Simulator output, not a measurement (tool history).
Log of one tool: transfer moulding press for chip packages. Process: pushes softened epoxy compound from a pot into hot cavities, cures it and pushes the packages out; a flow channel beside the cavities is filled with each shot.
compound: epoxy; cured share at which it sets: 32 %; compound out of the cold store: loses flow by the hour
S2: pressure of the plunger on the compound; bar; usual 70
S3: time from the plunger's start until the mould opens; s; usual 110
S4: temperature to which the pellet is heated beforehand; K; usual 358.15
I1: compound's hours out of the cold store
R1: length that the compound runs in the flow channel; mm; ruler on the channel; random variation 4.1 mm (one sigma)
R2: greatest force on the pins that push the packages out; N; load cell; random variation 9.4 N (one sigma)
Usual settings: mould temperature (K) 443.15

run 1 hour=0 | mould_temperature_(K)=443.15 S2=70 S3=110 S4=358.15 | I1=18.5 | R1=760 R2=438
-- hour=18.8 cavities cleaned with cleaning compound and waxed
run 2 hour=35.5 | mould_temperature_(K)=443.15 S2=70 S3=110 S4=358.15 | I1=20.7 | R1=743 R2=446
-- hour=81.9 plunger's sealing rings changed
run 3 hour=81.9 | mould_temperature_(K)=443.15 S2=52.4 S3=110 S4=358.15 | I1=12.9 | R1=673 R2=451
-- hour=108.3 cavities cleaned with cleaning compound and waxed
run 4 hour=141.7 | mould_temperature_(K)=443.15 S2=52.4 S3=110 S4=358.15 | I1=42 | R1=593 R2=432
-- hour=196.7 cavities cleaned with cleaning compound and waxed
run 5 hour=218.7 | mould_temperature_(K)=443.15 S2=52.4 S3=110 S4=358.15 | I1=36.4 | R1=610 R2=429
run 6 hour=278.8 | mould_temperature_(K)=443.15 S2=52.4 S3=110 S4=358.15 | I1=41.3 | R1=596 R2=424
-- hour=286.5 cavities cleaned with cleaning compound and waxed
run 7 hour=356.4 | mould_temperature_(K)=443.15 S2=52.4 S3=110 S4=358.15 | I1=35.2 | R1=609 R2=432
-- hour=377.9 cavities cleaned with cleaning compound and waxed
run 8 hour=396.7 | mould_temperature_(K)=443.15 S2=85 S3=110 S4=358.15 | I1=44.9 | R1=740 R2=428
run 9 hour=433.7 | mould_temperature_(K)=443.15 S2=85 S3=110 S4=358.15 | I1=39 | R1=768 R2=438
-- hour=449.8 plunger's sealing rings changed
-- hour=470.1 cavities cleaned with cleaning compound and waxed
run 10 hour=482.7 | mould_temperature_(K)=443.15 S2=85 S3=110 S4=358.15 | I1=42.2 | R1=756 R2=427
run 11 hour=542.6 | mould_temperature_(K)=443.15 S2=85 S3=110 S4=358.15 | I1=28.8 | R1=799 R2=430
-- hour=557 cavities cleaned with cleaning compound and waxed
run 12 hour=621.4 | mould_temperature_(K)=443.15 S2=85 S3=110 S4=358.15 | I1=37.8 | R1=773 R2=431
-- hour=644.1 cavities cleaned with cleaning compound and waxed
run 13 hour=658.3 | mould_temperature_(K)=443.15 S2=70 S3=115 S4=358.15 | I1=19 | R1=754 R2=413
-- hour=730.6 cavities cleaned with cleaning compound and waxed
run 14 hour=731.3 | mould_temperature_(K)=443.15 S2=70 S3=110 S4=349.15 | I1=31.6 | R1=706 R2=432
run 15 hour=786 | mould_temperature_(K)=443.15 S2=56.7 S3=130 S4=358.15 | I1=47.6 | R1=600 R2=412
-- hour=820.6 plunger's sealing rings changed
-- hour=822.1 cavities cleaned with cleaning compound and waxed
run 16 hour=833.7 | mould_temperature_(K)=443.15 S2=56.7 S3=130 S4=358.15 | I1=14.1 | R1=694 R2=413
run 17 hour=899.4 | mould_temperature_(K)=443.15 S2=67 S3=109 S4=364.15 | I1=47.9 | R1=655 R2=423
-- hour=908.3 cavities cleaned with cleaning compound and waxed
run 18 hour=943 | mould_temperature_(K)=443.15 S2=67 S3=109 S4=364.15 | I1=29.7 | R1=710 R2=436
-- hour=996.7 cavities cleaned with cleaning compound and waxed
run 19 hour=998.4 | mould_temperature_(K)=440.15 S2=74.7 S3=110 S4=358.15 | I1=40.7 | R1=723 R2=453
run 20 hour=1037.6 | mould_temperature_(K)=447.15 S2=63 S3=110 S4=363.15 | I1=46.8 | R1=631 R2=418
-- hour=1084.7 cavities cleaned with cleaning compound and waxed
run 21 hour=1084.9 | mould_temperature_(K)=442.15 S2=69.8 S3=122 S4=348.15 | I1=18.4 | R1=762 R2=407
run 22 hour=1149.3 | mould_temperature_(K)=451.15 S2=69.8 S3=122 S4=362.15 | I1=42.1 | R1=668 R2=388
-- hour=1174 cavities cleaned with cleaning compound and waxed
-- hour=1193.6 plunger's sealing rings changed
run 23 hour=1193.6 | mould_temperature_(K)=451.15 S2=69.8 S3=122 S4=362.15 | I1=20 | R1=726 R2=394
run 24 hour=1256.7 | mould_temperature_(K)=451.15 S2=69.8 S3=110 S4=362.15 | I1=37.6 | R1=677 R2=398
-- hour=1266.7 cavities cleaned with cleaning compound and waxed
run 25 hour=1330.2 | mould_temperature_(K)=448.15 S2=70 S3=110 S4=358.15 | I1=31.7 | R1=706 R2=410
-- hour=1354.6 cavities cleaned with cleaning compound and waxed
-- hour=1387.9 mould's thermocouples calibrated
run 26 hour=1404.6 | mould_temperature_(K)=448.15 S2=70 S3=137 S4=358.15 | I1=29.4 | R1=710 R2=390
-- hour=1446.3 cavities cleaned with cleaning compound and waxed
run 27 hour=1449.9 | mould_temperature_(K)=448.15 S2=67.8 S3=123 S4=354.15 | I1=22 | R1=721 R2=401

4 ways to go on from here, each from the tool as it stands after run 27. What would each give?
run A hour=1511.5 | mould_temperature_(K)=438.15 S2=77.9 S3=120 S4=354.15 | I1=20.7 | R1=? R2=?
run B hour=1511.5 | mould_temperature_(K)=446.15 S2=54.7 S3=93 S4=354.15 | I1=11.2 | R1=? R2=?
run C hour=1511.5 | mould_temperature_(K)=448.15 S2=73.2 S3=135 S4=349.15 | I1=20.8 | R1=? R2=?
run D hour=1511.5 | mould_temperature_(K)=446.15 S2=70 S3=110 S4=358.15 | I1=20.4 | R1=? R2=?

run=A R1=813 R2=483
run=B R1=680 R2=469
run=C R1=747 R2=392
run=D R1=744 R2=413
Without the tool's hidden state the same runs would have given:
run=A R1=813 R2=476
run=B R1=681 R2=463
run=C R1=748 R2=387
run=D R1=745 R2=408
